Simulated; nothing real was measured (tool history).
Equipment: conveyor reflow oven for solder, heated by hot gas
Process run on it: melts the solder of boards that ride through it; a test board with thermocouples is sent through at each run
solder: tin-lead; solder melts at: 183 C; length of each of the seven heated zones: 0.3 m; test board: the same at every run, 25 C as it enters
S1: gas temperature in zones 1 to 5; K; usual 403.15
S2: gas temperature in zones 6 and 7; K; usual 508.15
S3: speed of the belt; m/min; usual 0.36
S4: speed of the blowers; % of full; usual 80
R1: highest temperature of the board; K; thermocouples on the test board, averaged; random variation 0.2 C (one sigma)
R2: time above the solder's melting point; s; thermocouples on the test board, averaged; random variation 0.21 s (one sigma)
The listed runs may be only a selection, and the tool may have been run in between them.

run 1 day=0 | S1=403.15 S2=508.15 S3=0.36 S4=80 | R1=493.75 R2=75.6
run 2 day=1.546 | S1=403.15 S2=508.15 S3=0.36 S4=80 | R1=493.35 R2=75
run 3 day=2.617 | S1=403.15 S2=508.15 S3=0.344 S4=80 | R1=494.55 R2=80
run 4 day=3.592 | S1=413.15 S2=508.15 S3=0.36 S4=80 | R1=494.35 R2=80.4
run 5 day=5.154 | S1=403.15 S2=508.15 S3=0.36 S4=80 | R1=493.05 R2=74.1
run 6 day=6.675 | S1=396.15 S2=508.15 S3=0.416 S4=80 | R1=486.25 R2=55
run 7 day=8.138 | S1=396.15 S2=508.15 S3=0.382 S4=80 | R1=489.15 R2=63.4
run 8 day=9.133 | S1=403.15 S2=508.15 S3=0.334 S4=80 | R1=494.65 R2=82.5
-- day=9.725 thermocouples of zones 6 and 7 changed
run 9 day=10.083 | S1=399.15 S2=513.15 S3=0.429 S4=80 | R1=488.65 R2=56.1
run 10 day=11.371 | S1=403.15 S2=506.15 S3=0.418 S4=69 | R1=481.45 R2=51.1

Consider 5 possible next runs. They are alternatives, not a sequence: every one starts from the tool as it was left by run 10. What does each give?
run A day=12.958 | S1=405.15 S2=506.15 S3=0.377 S4=68 | R1=? R2=?
run B day=12.958 | S1=403.15 S2=506.15 S3=0.418 S4=66 | R1=? R2=?
run C day=12.958 | S1=403.15 S2=506.15 S3=0.418 S4=74 | R1=? R2=?
run D day=12.958 | S1=403.15 S2=523.15 S3=0.315 S4=69 | R1=? R2=?
run E day=12.958 | S1=412.15 S2=508.15 S3=0.29 S4=52 | R1=? R2=?

run=A R1=485.35 R2=63
run=B R1=480.25 R2=49.2
run=C R1=482.75 R2=52.6
run=D R1=506.35 R2=97.7
run=E R1=492.95 R2=97.5
With the hidden condition removed and each run's random variation left untouched, the same runs would have given:
run=A R1=488.35 R2=66.9
run=B R1=483.55 R2=53.8
run=C R1=486.25 R2=57
run=D R1=509.15 R2=99.6
run=E R1=494.85 R2=99.8
